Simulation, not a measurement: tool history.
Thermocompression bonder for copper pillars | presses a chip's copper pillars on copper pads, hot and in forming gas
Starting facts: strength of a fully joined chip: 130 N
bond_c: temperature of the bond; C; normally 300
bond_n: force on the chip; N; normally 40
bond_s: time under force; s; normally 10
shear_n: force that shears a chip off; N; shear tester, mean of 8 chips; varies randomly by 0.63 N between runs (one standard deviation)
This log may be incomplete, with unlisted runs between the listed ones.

run 1 hour=0 | bond_c=300 bond_n=40 bond_s=10 | shear_n=59.6
run 2 hour=11.9 | bond_c=295 bond_n=40 bond_s=10 | shear_n=57.9
run 3 hour=36.8 | bond_c=300 bond_n=40 bond_s=10 | shear_n=59
run 4 hour=56.6 | bond_c=300 bond_n=40 bond_s=10 | shear_n=59.7
run 5 hour=68.4 | bond_c=289 bond_n=40 bond_s=10 | shear_n=54.1
run 6 hour=81.4 | bond_c=300 bond_n=40 bond_s=10 | shear_n=59
run 7 hour=99.6 | bond_c=300 bond_n=40 bond_s=10 | shear_n=59.5
run 8 hour=112 | bond_c=283 bond_n=40 bond_s=10 | shear_n=51.1
run 9 hour=123.7 | bond_c=283 bond_n=40 bond_s=10 | shear_n=51
run 10 hour=139.1 | bond_c=283 bond_n=40 bond_s=16 | shear_n=60
run 11 hour=164.3 | bond_c=300 bond_n=40 bond_s=12 | shear_n=62.2
run 12 hour=175.5 | bond_c=300 bond_n=40 bond_s=12 | shear_n=61.4
run 13 hour=185.9 | bond_c=300 bond_n=40 bond_s=12 | shear_n=62.3
run 14 hour=203.4 | bond_c=300 bond_n=40 bond_s=12 | shear_n=62.8
run 15 hour=216.3 | bond_c=300 bond_n=40 bond_s=10 | shear_n=58.5
run 16 hour=237.9 | bond_c=300 bond_n=40 bond_s=10 | shear_n=58.8
run 17 hour=258.1 | bond_c=300 bond_n=40 bond_s=10 | shear_n=57.7
run 18 hour=274.8 | bond_c=300 bond_n=40 bond_s=10 | shear_n=59.1
run 19 hour=291 | bond_c=300 bond_n=40 bond_s=10 | shear_n=57.4
run 20 hour=314.1 | bond_c=300 bond_n=40 bond_s=10 | shear_n=58.2
run 21 hour=331.6 | bond_c=300 bond_n=47 bond_s=10 | shear_n=65.3
run 22 hour=353.9 | bond_c=300 bond_n=47 bond_s=10 | shear_n=64.5
run 23 hour=378.7 | bond_c=300 bond_n=47 bond_s=10 | shear_n=64.9
run 24 hour=401.1 | bond_c=290 bond_n=49 bond_s=26 | shear_n=82.2
run 25 hour=415.6 | bond_c=290 bond_n=49 bond_s=26 | shear_n=83.2
run 26 hour=426.8 | bond_c=290 bond_n=49 bond_s=26 | shear_n=82.4
run 27 hour=444.3 | bond_c=299 bond_n=58 bond_s=10 | shear_n=73.4
run 28 hour=459.4 | bond_c=299 bond_n=58 bond_s=10 | shear_n=73.4
run 29 hour=483.9 | bond_c=299 bond_n=58 bond_s=10 | shear_n=72.5
run 30 hour=497.4 | bond_c=271 bond_n=40 bond_s=10 | shear_n=43.3
run 31 hour=510.6 | bond_c=300 bond_n=40 bond_s=14 | shear_n=64.1
run 32 hour=525.1 | bond_c=325 bond_n=44 bond_s=5 | shear_n=58.2
run 33 hour=539.2 | bond_c=316 bond_n=36 bond_s=5 | shear_n=46
run 34 hour=558.6 | bond_c=281 bond_n=40 bond_s=10 | shear_n=48
-- hour=562.7 forming gas filter changed
run 35 hour=580 | bond_c=281 bond_n=40 bond_s=10 | shear_n=48.7
run 36 hour=592.3 | bond_c=281 bond_n=40 bond_s=10 | shear_n=48.3
run 37 hour=611.5 | bond_c=312 bond_n=41 bond_s=7 | shear_n=58
run 38 hour=625.4 | bond_c=274 bond_n=41 bond_s=10 | shear_n=46.3
run 39 hour=643.9 | bond_c=324 bond_n=40 bond_s=9 | shear_n=66.9

Forecast each of these 5 alternatives for the next run:
run A hour=666.1 | bond_c=278 bond_n=35 bond_s=5 | shear_n=?
run B hour=666.1 | bond_c=287 bond_n=32 bond_s=10 | shear_n=?
run C hour=666.1 | bond_c=300 bond_n=49 bond_s=9 | shear_n=?
run D hour=666.1 | bond_c=324 bond_n=40 bond_s=8 | shear_n=?
run E hour=666.1 | bond_c=314 bond_n=31 bond_s=6 | shear_n=?

run=A shear_n=31.5
run=B shear_n=42.4
run=C shear_n=64
run=D shear_n=64.9
run=E shear_n=43.8
With the hidden condition removed and each run's random variation left untouched, the same runs would have given:
run=A shear_n=35.9
run=B shear_n=47.8
run=C shear_n=70.8
run=D shear_n=71.4
run=E shear_n=48.9
